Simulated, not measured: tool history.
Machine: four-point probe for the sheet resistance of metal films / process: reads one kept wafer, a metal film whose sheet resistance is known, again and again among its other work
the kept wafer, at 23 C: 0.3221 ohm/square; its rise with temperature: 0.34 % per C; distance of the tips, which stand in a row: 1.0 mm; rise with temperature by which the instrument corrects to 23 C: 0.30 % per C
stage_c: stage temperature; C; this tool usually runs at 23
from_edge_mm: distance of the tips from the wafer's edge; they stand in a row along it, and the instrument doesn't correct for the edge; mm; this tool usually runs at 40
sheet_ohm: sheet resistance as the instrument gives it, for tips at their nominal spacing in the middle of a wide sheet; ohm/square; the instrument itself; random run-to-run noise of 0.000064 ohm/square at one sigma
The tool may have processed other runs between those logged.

{"run": 1, "hour": 0.0, "stage_c": 23, "from_edge_mm": 40, "sheet_ohm": 0.32331}
{"run": 2, "hour": 43.3, "stage_c": 23, "from_edge_mm": 40, "sheet_ohm": 0.323398}
{"run": 3, "hour": 74.1, "stage_c": 23, "from_edge_mm": 40, "sheet_ohm": 0.323347}
{"run": 4, "hour": 133.9, "stage_c": 23, "from_edge_mm": 40, "sheet_ohm": 0.32333}
{"run": 5, "hour": 182.6, "stage_c": 23, "from_edge_mm": 40, "sheet_ohm": 0.323539}
{"run": 6, "hour": 215.4, "stage_c": 33, "from_edge_mm": 40, "sheet_ohm": 0.324773}
{"run": 7, "hour": 268.4, "stage_c": 23, "from_edge_mm": 37, "sheet_ohm": 0.323462}
{"run": 8, "hour": 330.4, "stage_c": 23, "from_edge_mm": 8, "sheet_ohm": 0.326167}
{"run": 9, "hour": 372.4, "stage_c": 23, "from_edge_mm": 8, "sheet_ohm": 0.326175}
{"run": 10, "hour": 412.0, "stage_c": 23, "from_edge_mm": 40, "sheet_ohm": 0.323544}
{"run": 11, "hour": 443.2, "stage_c": 23, "from_edge_mm": 40, "sheet_ohm": 0.323545}
{"run": 12, "hour": 502.7, "stage_c": 23, "from_edge_mm": 40, "sheet_ohm": 0.32359}
{"run": 13, "hour": 533.4, "stage_c": 23, "from_edge_mm": 4, "sheet_ohm": 0.334046}
{"run": 14, "hour": 569.0, "stage_c": 23, "from_edge_mm": 4, "sheet_ohm": 0.333919}
{"run": 15, "hour": 601.3, "stage_c": 23, "from_edge_mm": 3, "sheet_ohm": 0.341517}
{"run": 16, "hour": 667.4, "stage_c": 23, "from_edge_mm": 40, "sheet_ohm": 0.323776}
{"hour": 681.2, "done": "stage's thermometer calibrated"}
{"run": 17, "hour": 713.3, "stage_c": 23, "from_edge_mm": 40, "sheet_ohm": 0.324541}
{"run": 18, "hour": 781.0, "stage_c": 23, "from_edge_mm": 40, "sheet_ohm": 0.32453}
{"run": 19, "hour": 831.1, "stage_c": 23, "from_edge_mm": 4, "sheet_ohm": 0.335016}
{"run": 20, "hour": 889.2, "stage_c": 30, "from_edge_mm": 40, "sheet_ohm": 0.325708}
{"run": 21, "hour": 945.6, "stage_c": 30, "from_edge_mm": 40, "sheet_ohm": 0.32558}
{"run": 22, "hour": 1006.3, "stage_c": 30, "from_edge_mm": 40, "sheet_ohm": 0.325736}
{"run": 23, "hour": 1063.8, "stage_c": 27, "from_edge_mm": 40, "sheet_ohm": 0.325317}
{"run": 24, "hour": 1130.1, "stage_c": 26, "from_edge_mm": 40, "sheet_ohm": 0.325139}
{"run": 25, "hour": 1180.0, "stage_c": 24, "from_edge_mm": 10, "sheet_ohm": 0.326567}
{"run": 26, "hour": 1216.6, "stage_c": 24, "from_edge_mm": 10, "sheet_ohm": 0.326413}
{"run": 27, "hour": 1249.8, "stage_c": 22, "from_edge_mm": 67, "sheet_ohm": 0.324758}
{"run": 28, "hour": 1298.7, "stage_c": 22, "from_edge_mm": 67, "sheet_ohm": 0.324447}
{"run": 29, "hour": 1332.2, "stage_c": 20, "from_edge_mm": 7, "sheet_ohm": 0.327875}
{"run": 30, "hour": 1393.9, "stage_c": 28, "from_edge_mm": 7, "sheet_ohm": 0.329102}
{"run": 31, "hour": 1459.3, "stage_c": 28, "from_edge_mm": 7, "sheet_ohm": 0.329005}
{"run": 32, "hour": 1497.0, "stage_c": 25, "from_edge_mm": 7, "sheet_ohm": 0.328626}
{"run": 33, "hour": 1562.5, "stage_c": 25, "from_edge_mm": 7, "sheet_ohm": 0.328699}
{"run": 34, "hour": 1599.9, "stage_c": 25, "from_edge_mm": 7, "sheet_ohm": 0.328719}
{"run": 35, "hour": 1657.2, "stage_c": 25, "from_edge_mm": 28, "sheet_ohm": 0.325435}
{"run": 36, "hour": 1725.6, "stage_c": 32, "from_edge_mm": 10, "sheet_ohm": 0.327847}
{"run": 37, "hour": 1773.5, "stage_c": 32, "from_edge_mm": 10, "sheet_ohm": 0.327882}
{"run": 38, "hour": 1813.1, "stage_c": 19, "from_edge_mm": 6, "sheet_ohm": 0.329206}
{"run": 39, "hour": 1871.3, "stage_c": 26, "from_edge_mm": 7, "sheet_ohm": 0.328986}
{"run": 40, "hour": 1909.6, "stage_c": 21, "from_edge_mm": 7, "sheet_ohm": 0.328206}
{"run": 41, "hour": 1961.9, "stage_c": 34, "from_edge_mm": 17, "sheet_ohm": 0.327114}
{"run": 42, "hour": 1994.8, "stage_c": 19, "from_edge_mm": 40, "sheet_ohm": 0.324604}
{"hour": 2029.8, "done": "new probe head fitted"}
{"run": 43, "hour": 2057.6, "stage_c": 28, "from_edge_mm": 57, "sheet_ohm": 0.324338}
{"run": 44, "hour": 2123.9, "stage_c": 28, "from_edge_mm": 57, "sheet_ohm": 0.324407}
{"run": 45, "hour": 2176.7, "stage_c": 23, "from_edge_mm": 57, "sheet_ohm": 0.32369}
{"run": 46, "hour": 2205.0, "stage_c": 23, "from_edge_mm": 57, "sheet_ohm": 0.32367}

Consider 3 possible next runs. They are alternatives, not a sequence: every one starts from the tool as it was left by run 46. What does each give?
{"run": "A", "hour": 2251.8, "stage_c": 29, "from_edge_mm": 6, "sheet_ohm": "?"}
{"run": "B", "hour": 2251.8, "stage_c": 32, "from_edge_mm": 57, "sheet_ohm": "?"}
{"run": "C", "hour": 2251.8, "stage_c": 22, "from_edge_mm": 18, "sheet_ohm": "?"}

run=A sheet_ohm=0.329209
run=B sheet_ohm=0.324916
run=C sheet_ohm=0.324056
With no hidden state in the tool, these same runs would have given:
run=A sheet_ohm=0.327580
run=B sheet_ohm=0.323303
run=C sheet_ohm=0.322457
